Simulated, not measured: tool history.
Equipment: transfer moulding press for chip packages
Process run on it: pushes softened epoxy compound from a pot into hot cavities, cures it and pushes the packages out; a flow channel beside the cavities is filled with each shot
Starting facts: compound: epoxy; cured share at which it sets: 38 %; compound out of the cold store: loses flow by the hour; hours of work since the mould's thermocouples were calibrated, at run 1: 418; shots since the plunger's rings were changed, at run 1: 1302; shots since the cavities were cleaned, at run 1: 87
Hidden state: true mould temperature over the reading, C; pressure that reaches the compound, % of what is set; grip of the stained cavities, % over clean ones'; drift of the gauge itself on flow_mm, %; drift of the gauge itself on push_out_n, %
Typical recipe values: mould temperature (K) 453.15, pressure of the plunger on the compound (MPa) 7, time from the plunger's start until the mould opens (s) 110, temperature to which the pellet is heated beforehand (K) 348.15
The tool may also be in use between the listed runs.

run	hour	mould temperature (K)	pressure of the plunger on the compound (MPa)	time from the plunger's start until the mould opens (s)	temperature to which the pellet is heated beforehand (K)	hours of work since the mould's thermocouples were calibrated	shots since the plunger's rings were changed	shots since the cavities were cleaned	incoming compound's hours out of the cold store	length that the compound runs in the flow channel (mm)	greatest force on the pins that push the packages out (N)
1	0	453.15	7	110	348.15	418	1302	87	39.4	583	531
2	40.3	453.15	7	110	342.15	439	1623	408	11.6	635	641
# hour 68.4: cavities cleaned with cleaning compound and waxed
3	83.6	453.15	7	110	342.15	460	1957	122	21.8	613	719
# hour 98.1: mould's thermocouples calibrated
4	123.3	453.15	6.35	110	348.15	13	2257	422	12.4	599	717
# hour 149.2: cavities cleaned with cleaning compound and waxed
5	168.3	453.15	7	110	348.15	35	2604	152	47.8	560	555
# hour 200: cavities cleaned with cleaning compound and waxed, once more
6	200.4	453.15	7	110	348.15	51	2848	3	18.2	613	504
# hour 236.5: plunger's sealing rings changed
7	238	453.15	7	110	348.15	69	12	283	22.5	625	596
# hour 280.9: cavities cleaned with cleaning compound and waxed
8	282.4	453.15	6.11	110	348.15	91	354	12	36.6	558	484
9	335.3	453.15	5.68	110	352.15	118	776	434	38.6	531	611
# hour 361: cavities cleaned with cleaning compound and waxed
10	368.9	457.15	5.84	110	355.15	135	1032	63	25.2	550	478
11	423.1	457.15	6.91	110	355.15	163	1464	495	11.9	624	594
# hour 441.9: cavities cleaned with cleaning compound and waxed
12	459.8	453.15	6.72	110	356.15	181	1744	142	17.8	611	556
13	499.3	450.15	7	110	349.15	201	2059	457	32.2	599	680
# hour 523.2: cavities cleaned with cleaning compound and waxed
14	532.2	453.15	5.56	110	348.15	217	2310	72	29.8	531	500
15	559.6	459.15	7	110	345.15	231	2528	290	42.8	558	528
# hour 603.7: cavities cleaned with cleaning compound and waxed
16	607.5	453.15	7	125	348.15	255	2898	31	34.2	583	461

Hidden condition of the tool, last listed run before each entry between runs versus first listed run after:
Logged between run 2 and run 3: cavities cleaned with cleaning compound and waxed (hour 68.4)
  true mould temperature over the reading, C: -0.26 -> -0.28; pressure that reaches the compound, % of what is set: 95.74 -> 94.98; grip of the stained cavities, % over clean ones': 26.5 -> 42.9
  the result without the hidden state subtracted from the measured one, length that the compound runs in the flow channel (mm): -13 -> -15; greatest force on the pins that push the packages out (N): +137 -> +221
Logged between run 3 and run 4: mould's thermocouples calibrated (hour 98.1)
  true mould temperature over the reading, C: -0.28 -> -0.04; pressure that reaches the compound, % of what is set: 94.98 -> 94.34; grip of the stained cavities, % over clean ones': 42.9 -> 49.8
  the result without the hidden state subtracted from the measured one, length that the compound runs in the flow channel (mm): -15 -> -18; greatest force on the pins that push the packages out (N): +221 -> +238
Logged between run 4 and run 5: cavities cleaned with cleaning compound and waxed (hour 149.2)
  true mould temperature over the reading, C: -0.04 -> -0.06; pressure that reaches the compound, % of what is set: 94.34 -> 93.53; grip of the stained cavities, % over clean ones': 49.8 -> 12.3
  the result without the hidden state subtracted from the measured one, length that the compound runs in the flow channel (mm): -18 -> -18; greatest force on the pins that push the packages out (N): +238 -> +60
Logged between run 5 and run 6: cavities cleaned with cleaning compound and waxed, once more (hour 200)
  true mould temperature over the reading, C: -0.06 -> -0.08; pressure that reaches the compound, % of what is set: 93.53 -> 92.99; grip of the stained cavities, % over clean ones': 12.3 -> 0.8
  the result without the hidden state subtracted from the measured one, length that the compound runs in the flow channel (mm): -18 -> -23; greatest force on the pins that push the packages out (N): +60 -> +5
Logged between run 6 and run 7: plunger's sealing rings changed (hour 236.5)
  true mould temperature over the reading, C: -0.08 -> -0.1; pressure that reaches the compound, % of what is set: 92.99 -> 99.84; grip of the stained cavities, % over clean ones': 0.8 -> 19.2
  the result without the hidden state subtracted from the measured one, length that the compound runs in the flow channel (mm): -23 -> -1; greatest force on the pins that push the packages out (N): +5 -> +97
Logged between run 7 and run 8: cavities cleaned with cleaning compound and waxed (hour 280.9)
  true mould temperature over the reading, C: -0.1 -> -0.12; pressure that reaches the compound, % of what is set: 99.84 -> 99.01; grip of the stained cavities, % over clean ones': 19.2 -> 1.8
  the result without the hidden state subtracted from the measured one, length that the compound runs in the flow channel (mm): -1 -> -2; greatest force on the pins that push the packages out (N): +97 -> +11
Logged between run 9 and run 10: cavities cleaned with cleaning compound and waxed (hour 361)
  true mould temperature over the reading, C: -0.15 -> -0.17; pressure that reaches the compound, % of what is set: 98.13 -> 97.51; grip of the stained cavities, % over clean ones': 28.3 -> 5.5
  the result without the hidden state subtracted from the measured one, length that the compound runs in the flow channel (mm): -5 -> -7; greatest force on the pins that push the packages out (N): +136 -> +26
Logged between run 11 and run 12: cavities cleaned with cleaning compound and waxed (hour 441.9)
  true mould temperature over the reading, C: -0.2 -> -0.22; pressure that reaches the compound, % of what is set: 96.51 -> 95.84; grip of the stained cavities, % over clean ones': 30.6 -> 13.5
  the result without the hidden state subtracted from the measured one, length that the compound runs in the flow channel (mm): -11 -> -12; greatest force on the pins that push the packages out (N): +142 -> +69
Logged between run 13 and run 14: cavities cleaned with cleaning compound and waxed (hour 523.2)
  true mould temperature over the reading, C: -0.24 -> -0.25; pressure that reaches the compound, % of what is set: 95.09 -> 94.46; grip of the stained cavities, % over clean ones': 29.1 -> 5.7
  the result without the hidden state subtracted from the measured one, length that the compound runs in the flow channel (mm): -14 -> -15; greatest force on the pins that push the packages out (N): +160 -> +30
Logged between run 15 and run 16: cavities cleaned with cleaning compound and waxed (hour 603.7)
  true mould temperature over the reading, C: -0.27 -> -0.3; pressure that reaches the compound, % of what is set: 93.92 -> 93.04; grip of the stained cavities, % over clean ones': 19.1 -> 2.2
  the result without the hidden state subtracted from the measured one, length that the compound runs in the flow channel (mm): -17 -> -21; greatest force on the pins that push the packages out (N): +87 -> +11

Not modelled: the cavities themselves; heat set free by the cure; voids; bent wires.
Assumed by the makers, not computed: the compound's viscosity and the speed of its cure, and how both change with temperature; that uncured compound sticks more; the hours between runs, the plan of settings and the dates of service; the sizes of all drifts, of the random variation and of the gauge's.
